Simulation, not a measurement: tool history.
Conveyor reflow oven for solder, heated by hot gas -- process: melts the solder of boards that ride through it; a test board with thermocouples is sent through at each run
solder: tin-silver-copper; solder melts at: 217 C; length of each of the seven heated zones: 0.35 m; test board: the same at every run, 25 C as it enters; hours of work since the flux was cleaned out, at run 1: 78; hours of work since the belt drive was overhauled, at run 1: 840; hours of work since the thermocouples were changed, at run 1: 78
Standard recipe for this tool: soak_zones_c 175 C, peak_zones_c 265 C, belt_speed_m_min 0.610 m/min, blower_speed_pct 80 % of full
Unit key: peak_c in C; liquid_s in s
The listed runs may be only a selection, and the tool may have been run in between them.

run	day	soak_zones_c	peak_zones_c	belt_speed_m_min	blower_speed_pct	hours of work since the flux was cleaned out	hours of work since the belt drive was overhauled	hours of work since the thermocouples were changed	peak_c	liquid_s
1	0.000	175	265	0.610	80	78	840	78	257.1	57.33
2	0.942	175	265	0.610	80	92	854	92	256.7	57.42
3	1.825	188	265	0.610	80	105	867	105	258.0	62.13
4	3.188	188	265	0.610	80	125	888	125	258.1	62.14
5	4.562	188	265	0.651	80	145	908	145	256.7	57.46
6	5.425	175	264	0.610	80	158	921	158	255.8	56.67
# day 6.617: flux residue cleaned out of gas plates and filters
7	6.779	175	264	0.610	80	2	938	175	255.4	56.34
8	7.733	175	265	0.610	80	16	952	189	256.3	57.11
9	8.546	175	265	0.610	80	29	964	201	256.2	57.00
10	9.783	179	265	0.610	80	47	982	219	256.5	58.29
11	11.092	179	265	0.610	80	66	1001	239	256.4	58.38
12	12.158	179	265	0.610	80	82	1017	254	256.3	58.23
# day 12.738: flux residue cleaned out of gas plates and filters, once more
13	13.558	179	265	0.610	80	12	1035	272	257.5	58.96
14	14.621	175	257	0.610	80	28	1051	288	249.3	53.67
15	16.150	175	257	0.610	80	50	1073	310	248.9	53.43
# day 16.588: belt drive overhauled, speed set with a stopwatch
16	17.617	172	265	0.610	55	70	15	330	251.1	51.07
17	18.250	184	265	0.610	61	79	25	339	254.1	57.24
18	19.188	171	255	0.691	73	93	38	353	242.4	39.54
19	20.162	175	265	0.694	69	107	53	367	251.2	45.54
20	21.225	175	265	0.616	73	123	69	383	254.8	54.60
21	22.158	175	265	0.616	73	137	82	397	254.7	54.68
22	23.683	175	265	0.616	73	160	105	419	254.6	54.46
# day 24.683: flux residue cleaned out of gas plates and filters
23	25.233	180	265	0.719	80	8	125	439	253.4	46.87
24	26.542	183	265	0.653	67	28	144	459	253.4	52.75
25	27.321	175	265	0.507	66	39	156	470	257.6	69.52
26	28.846	175	265	0.507	66	62	178	493	257.5	69.34
27	30.196	162	264	0.584	84	82	198	513	255.2	55.18
28	30.967	162	264	0.584	81	93	210	524	254.8	54.72
29	31.779	178	264	0.584	81	105	222	536	256.3	60.04
30	33.312	165	261	0.610	60	128	244	559	247.3	46.78

Each row is a separate what-if for the run after 30, all from the same tool condition, not one after another. Results?
A	34.417	175	265	0.686	50	144	261	575	?	?
B	34.417	177	280	0.610	80	144	261	575	?	?
C	34.417	162	265	0.610	80	144	261	575	?	?
D	34.417	182	255	0.610	60	144	261	575	?	?

run	peak_c	liquid_s
A	246.3	41.83
B	269.7	62.40
C	254.2	51.90
D	244.0	50.30
Take away the tool's hidden state, keep each run's random variation, and the runs would have read:
run	peak_c	liquid_s
A	247.6	42.67
B	271.3	62.71
C	255.8	52.65
D	245.4	51.20

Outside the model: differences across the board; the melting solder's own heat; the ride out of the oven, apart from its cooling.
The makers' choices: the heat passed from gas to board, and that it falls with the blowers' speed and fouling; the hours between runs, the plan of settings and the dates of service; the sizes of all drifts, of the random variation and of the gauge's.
